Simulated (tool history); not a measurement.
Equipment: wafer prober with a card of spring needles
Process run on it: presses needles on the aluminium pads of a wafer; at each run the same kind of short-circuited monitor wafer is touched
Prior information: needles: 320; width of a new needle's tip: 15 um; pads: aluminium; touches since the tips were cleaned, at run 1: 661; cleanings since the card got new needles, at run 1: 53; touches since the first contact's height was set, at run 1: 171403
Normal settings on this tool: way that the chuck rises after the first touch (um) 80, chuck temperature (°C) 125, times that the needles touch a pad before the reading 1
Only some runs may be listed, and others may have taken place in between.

run   hour  way that the chuck rises after the first touch (um)  chuck temperature (°C)  times that the needles touch a pad before the reading  touches since the tips were cleaned  cleanings since the card got new needles  touches since the first contact's height was set  resistance of one needle with its contact and lead (mohm)  way that a needle slides on the pad (um)
  1    0.0                                                   80                     125                                                      1                                  661                                        53                                            171403                                                        208                                     14.88
      12.5  -- tips cleaned on abrasive film
  2   12.5                                                   71                     125                                                      1                                    0                                        54                                            176970                                                        267                                     13.00
      28.2  -- tips cleaned on abrasive film
  3   34.5                                                   80                     125                                                      1                                 2844                                        55                                            186828                                                        228                                     14.68
      42.2  -- tips cleaned on abrasive film
      52.3  -- height of the first contact set anew
      56.6  -- tips cleaned on abrasive film
  4   59.4                                                   80                     125                                                      1                                 1260                                        57                                              3171                                                        215                                     15.28
      70.8  -- tips cleaned on abrasive film
  5   74.5                                                   80                     125                                                      2                                 1656                                        58                                              9912                                                        209                                     15.25
      85.4  -- tips cleaned on abrasive film
  6   95.8                                                   80                     125                                                      2                                 4668                                        59                                             19436                                                        213                                     15.21
     100.3  -- tips cleaned on abrasive film
  7  111.8                                                   80                     125                                                      1                                 5195                                        60                                             26613                                                        231                                     15.15
     114.6  -- tips cleaned on abrasive film
     130.4  -- tips cleaned on abrasive film
  8  136.6                                                   80                     125                                                      1                                 2813                                        62                                             37678                                                        227                                     15.16
     145.0  -- tips cleaned on abrasive film
  9  147.7                                                   80                     125                                                      1                                 1240                                        63                                             42637                                                        214                                     15.14
     151.1  -- tips cleaned on abrasive film, once more
     165.4  -- tips cleaned on abrasive film
 10  169.8                                                   80                     125                                                      1                                 1974                                        65                                             52469                                                        223                                     15.24
     179.6  -- tips cleaned on abrasive film
     195.0  -- tips cleaned on abrasive film
 11  195.7                                                   80                      92                                                      1                                  308                                        67                                             64032                                                        188                                     15.11
 12  206.6                                                   80                      92                                                      1                                 5198                                        67                                             68922                                                        226                                     15.11
     210.3  -- tips cleaned on abrasive film
     224.9  -- tips cleaned on abrasive film
 13  230.1                                                   80                      92                                                      1                                 2361                                        69                                             79439                                                        217                                     15.05
     239.7  -- tips cleaned on abrasive film
 14  247.0                                                   80                      92                                                      1                                 3270                                        70                                             86973                                                        220                                     15.06
     254.9  -- tips cleaned on abrasive film
 15  260.0                                                   80                      35                                                      1                                 2260                                        71                                             92765                                                        208                                     15.02
     269.2  -- tips cleaned on abrasive film
     283.2  -- tips cleaned on abrasive film
 16  284.7                                                   80                     125                                                      1                                  661                                        73                                            103802                                                        209                                     15.03
     297.2  -- tips cleaned on abrasive film
 17  299.7                                                   80                      59                                                      2                                 1140                                        74                                            110510                                                        194                                     15.13
     311.2  -- tips cleaned on abrasive film
 18  318.8                                                   80                      78                                                      1                                 3411                                        75                                            119056                                                        222                                     15.01
     325.6  -- tips cleaned on abrasive film
 19  331.4                                                   63                      29                                                      1                                 2599                                        76                                            124678                                                        237                                     11.76
     340.4  -- tips cleaned on abrasive film
     354.2  -- tips cleaned on abrasive film
 20  355.6                                                   65                     125                                                      1                                  602                                        78                                            135478                                                        210                                     12.13
 21  366.8                                                   94                      31                                                      1                                 5666                                        78                                            140542                                                        210                                     17.65
     368.9  -- tips cleaned on abrasive film
 22  380.8                                                   67                      66                                                      2                                 5364                                        79                                            146772                                                        217                                     12.44
     383.8  -- tips cleaned on abrasive film
 23  395.9                                                   69                      64                                                      2                                 5441                                        80                                            153510                                                        217                                     12.85
     399.7  -- tips cleaned on abrasive film
     413.9  -- tips cleaned on abrasive film
 24  421.1                                                   80                      59                                                      1                                 3221                                        82                                            164764                                                        225                                     14.90
     428.6  -- tips cleaned on abrasive film
 25  442.0                                                   86                      57                                                      1                                 6023                                        83                                            174133                                                        218                                     15.99
     443.5  -- tips cleaned on abrasive film
     457.6  -- tips cleaned on abrasive film
 26  461.6                                                   72                      34                                                      1                                 1803                                        85                                            182887                                                        219                                     13.31
     472.3  -- tips cleaned on abrasive film
 27  473.2                                                   80                      73                                                      1                                  404                                        86                                            188041                                                        196                                     14.84
     487.3  -- tips cleaned on abrasive film
     487.6  -- height of the first contact set anew
 28  493.6                                                   91                     125                                                      1                                 2707                                        87                                              2707                                                        222                                     17.33
     502.1  -- tips cleaned on abrasive film
     516.8  -- tips cleaned on abrasive film
 29  516.8                                                   77                     125                                                      1                                    0                                        89                                             13051                                                        189                                     14.71
     531.0  -- tips cleaned on abrasive film
 30  531.8                                                   72                      68                                                      1                                  364                                        90                                             19790                                                        190                                     13.69
     546.0  -- tips cleaned on abrasive film
 31  549.9                                                   72                      68                                                      1                                 1751                                        91                                             27879                                                        219                                     13.70
     560.7  -- tips cleaned on abrasive film
 32  567.1                                                   68                      26                                                      1                                 2883                                        92                                             35551                                                        224                                     12.90

4 options for the next run, each taken on its own from the tool as it stands now. Forecast them:
     574.4  -- tips cleaned on abrasive film
  A  583.8                                                   80                      37                                                      1                                 4206                                        93                                             43033                                                          ?                                         ?
     574.4  -- tips cleaned on abrasive film
  B  583.8                                                   80                      77                                                      1                                 4206                                        93                                             43033                                                          ?                                         ?
     574.4  -- tips cleaned on abrasive film
  C  583.8                                                   80                      49                                                      2                                 4206                                        93                                             43033                                                          ?                                         ?
     574.4  -- tips cleaned on abrasive film
  D  583.8                                                   80                      47                                                      2                                 4206                                        93                                             43033                                                          ?                                         ?

run  resistance of one needle with its contact and lead (mohm)  way that a needle slides on the pad (um)
  A                                                        216                                     15.12
  B                                                        224                                     15.17
  C                                                        200                                     15.11
  D                                                        201                                     15.16
With no hidden state in the tool, these same runs would have given:
run  resistance of one needle with its contact and lead (mohm)  way that a needle slides on the pad (um)
  A                                                        167                                     15.20
  B                                                        178                                     15.25
  C                                                        171                                     15.20
  D                                                        172                                     15.24
